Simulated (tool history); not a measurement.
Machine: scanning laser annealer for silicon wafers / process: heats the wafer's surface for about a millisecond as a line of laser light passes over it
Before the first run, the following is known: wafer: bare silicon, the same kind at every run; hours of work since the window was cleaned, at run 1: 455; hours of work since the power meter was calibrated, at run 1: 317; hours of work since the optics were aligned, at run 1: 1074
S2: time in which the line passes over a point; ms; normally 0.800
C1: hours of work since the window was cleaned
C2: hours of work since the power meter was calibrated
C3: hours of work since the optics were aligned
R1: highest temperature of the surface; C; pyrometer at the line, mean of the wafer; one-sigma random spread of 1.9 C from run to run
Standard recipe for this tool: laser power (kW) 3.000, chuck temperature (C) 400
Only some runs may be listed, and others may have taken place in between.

run 1 hour=0.0 | laser_power_(kW)=3.000 S2=0.800 chuck_temperature_(C)=400 | C1=455 C2=317 C3=1074 | R1=1172
run 2 hour=51.1 | laser_power_(kW)=3.254 S2=0.800 chuck_temperature_(C)=400 | C1=489 C2=352 C3=1108 | R1=1248
run 3 hour=127.1 | laser_power_(kW)=3.000 S2=0.800 chuck_temperature_(C)=374 | C1=540 C2=403 C3=1159 | R1=1144
run 4 hour=199.6 | laser_power_(kW)=3.000 S2=0.692 chuck_temperature_(C)=400 | C1=589 C2=451 C3=1208 | R1=1104
run 5 hour=248.9 | laser_power_(kW)=3.000 S2=0.620 chuck_temperature_(C)=400 | C1=622 C2=484 C3=1241 | R1=1059
-- hour=270.3 optics aligned, line set to its width
run 6 hour=320.2 | laser_power_(kW)=3.000 S2=0.620 chuck_temperature_(C)=400 | C1=666 C2=529 C3=33 | R1=1072
run 7 hour=382.4 | laser_power_(kW)=3.000 S2=0.620 chuck_temperature_(C)=400 | C1=708 C2=570 C3=75 | R1=1065
run 8 hour=431.2 | laser_power_(kW)=3.000 S2=0.620 chuck_temperature_(C)=439 | C1=741 C2=603 C3=108 | R1=1107
run 9 hour=502.3 | laser_power_(kW)=3.000 S2=0.800 chuck_temperature_(C)=400 | C1=788 C2=651 C3=156 | R1=1169
run 10 hour=539.5 | laser_power_(kW)=3.000 S2=0.800 chuck_temperature_(C)=400 | C1=813 C2=676 C3=180 | R1=1169
run 11 hour=596.1 | laser_power_(kW)=3.000 S2=0.800 chuck_temperature_(C)=400 | C1=851 C2=713 C3=218 | R1=1165
-- hour=628.5 window over the wafer cleaned
run 12 hour=648.0 | laser_power_(kW)=3.000 S2=0.800 chuck_temperature_(C)=400 | C1=13 C2=747 C3=252 | R1=1199
-- hour=654.1 laser's power meter calibrated
run 13 hour=704.8 | laser_power_(kW)=3.000 S2=0.908 chuck_temperature_(C)=424 | C1=49 C2=34 C3=288 | R1=1280
run 14 hour=775.5 | laser_power_(kW)=3.000 S2=0.908 chuck_temperature_(C)=424 | C1=96 C2=81 C3=335 | R1=1276
run 15 hour=834.4 | laser_power_(kW)=3.000 S2=0.908 chuck_temperature_(C)=424 | C1=136 C2=121 C3=375 | R1=1275
run 16 hour=879.2 | laser_power_(kW)=3.000 S2=0.615 chuck_temperature_(C)=372 | C1=166 C2=151 C3=405 | R1=1050
run 17 hour=936.4 | laser_power_(kW)=3.296 S2=0.869 chuck_temperature_(C)=385 | C1=204 C2=189 C3=443 | R1=1312
run 18 hour=989.9 | laser_power_(kW)=2.567 S2=0.627 chuck_temperature_(C)=412 | C1=240 C2=225 C3=479 | R1=978
-- hour=1052.3 laser's power meter calibrated, once more
run 19 hour=1058.7 | laser_power_(kW)=3.118 S2=0.800 chuck_temperature_(C)=373 | C1=284 C2=4 C3=523 | R1=1199
run 20 hour=1090.5 | laser_power_(kW)=2.847 S2=0.624 chuck_temperature_(C)=407 | C1=306 C2=26 C3=544 | R1=1042
run 21 hour=1161.9 | laser_power_(kW)=2.847 S2=0.676 chuck_temperature_(C)=437 | C1=353 C2=73 C3=592 | R1=1103
run 22 hour=1226.6 | laser_power_(kW)=2.847 S2=0.676 chuck_temperature_(C)=437 | C1=397 C2=117 C3=636 | R1=1100
run 23 hour=1285.7 | laser_power_(kW)=2.847 S2=0.676 chuck_temperature_(C)=437 | C1=436 C2=156 C3=675 | R1=1101

Below are 5 alternative next runs, each starting from the tool's condition after run 23. Predict each:
run A hour=1328.1 | laser_power_(kW)=3.000 S2=0.913 chuck_temperature_(C)=400 | C1=465 C2=185 C3=704 | R1=?
run B hour=1328.1 | laser_power_(kW)=3.000 S2=0.562 chuck_temperature_(C)=400 | C1=465 C2=185 C3=704 | R1=?
run C hour=1328.1 | laser_power_(kW)=3.168 S2=0.756 chuck_temperature_(C)=407 | C1=465 C2=185 C3=704 | R1=?
run D hour=1328.1 | laser_power_(kW)=2.847 S2=0.892 chuck_temperature_(C)=428 | C1=465 C2=185 C3=704 | R1=?
run E hour=1328.1 | laser_power_(kW)=2.665 S2=0.703 chuck_temperature_(C)=402 | C1=465 C2=185 C3=704 | R1=?

run=A R1=1242
run=B R1=1031
run=C R1=1212
run=D R1=1207
run=E R1=1030
Without the tool's hidden state the same runs would have given:
run=A R1=1270
run=B R1=1053
run=C R1=1239
run=D R1=1233
run=E R1=1051
